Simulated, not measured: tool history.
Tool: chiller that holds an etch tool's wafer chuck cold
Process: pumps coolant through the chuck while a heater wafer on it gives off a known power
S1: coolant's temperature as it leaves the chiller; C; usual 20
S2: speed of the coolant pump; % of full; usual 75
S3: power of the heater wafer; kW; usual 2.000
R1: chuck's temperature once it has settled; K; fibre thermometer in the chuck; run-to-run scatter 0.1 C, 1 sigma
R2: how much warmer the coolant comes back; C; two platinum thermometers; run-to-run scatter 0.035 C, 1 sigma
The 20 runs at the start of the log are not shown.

{"run": 21, "hour": 988.1, "S1": 28, "S2": 86, "S3": 2.0, "R1": 317.45, "R2": 5.13}
{"run": 22, "hour": 1029.1, "S1": 20, "S2": 63, "S3": 2.446, "R1": 318.65, "R2": 8.93}
{"run": 23, "hour": 1096.1, "S1": 14, "S2": 71, "S3": 1.246, "R1": 299.05, "R2": 4.01}
{"run": 24, "hour": 1158.1, "S1": 23, "S2": 75, "S3": 1.044, "R1": 305.85, "R2": 3.16}
{"run": 25, "hour": 1199.9, "S1": 15, "S2": 75, "S3": 2.694, "R1": 312.65, "R2": 8.2}
{"run": 26, "hour": 1249.2, "S1": 12, "S2": 75, "S3": 2.368, "R1": 306.65, "R2": 7.24}
{"run": 27, "hour": 1295.0, "S1": 12, "S2": 75, "S3": 2.368, "R1": 306.85, "R2": 7.2}
{"run": 28, "hour": 1354.2, "S1": 15, "S2": 75, "S3": 2.71, "R1": 312.95, "R2": 8.21}
{"run": 29, "hour": 1386.0, "S1": 13, "S2": 66, "S3": 1.024, "R1": 296.55, "R2": 3.59}
{"run": 30, "hour": 1439.7, "S1": 13, "S2": 61, "S3": 1.024, "R1": 297.45, "R2": 3.91}
{"run": 31, "hour": 1490.2, "S1": 13, "S2": 61, "S3": 1.024, "R1": 297.55, "R2": 3.99}

3 options for the next run, each taken on its own from the tool as it stands now. Forecast them:
{"run": "A", "hour": 1542.1, "S1": 11, "S2": 75, "S3": 2.0, "R1": "?", "R2": "?"}
{"run": "B", "hour": 1542.1, "S1": 20, "S2": 75, "S3": 1.758, "R1": "?", "R2": "?"}
{"run": "C", "hour": 1542.1, "S1": 20, "S2": 97, "S3": 2.0, "R1": "?", "R2": "?"}

run=A R1=302.65 R2=6.09
run=B R1=309.45 R2=5.34
run=C R1=308.35 R2=4.54
With no hidden state in the tool, these same runs would have given:
run=A R1=300.25 R2=5.84
run=B R1=307.35 R2=5.12
run=C R1=306.25 R2=4.35

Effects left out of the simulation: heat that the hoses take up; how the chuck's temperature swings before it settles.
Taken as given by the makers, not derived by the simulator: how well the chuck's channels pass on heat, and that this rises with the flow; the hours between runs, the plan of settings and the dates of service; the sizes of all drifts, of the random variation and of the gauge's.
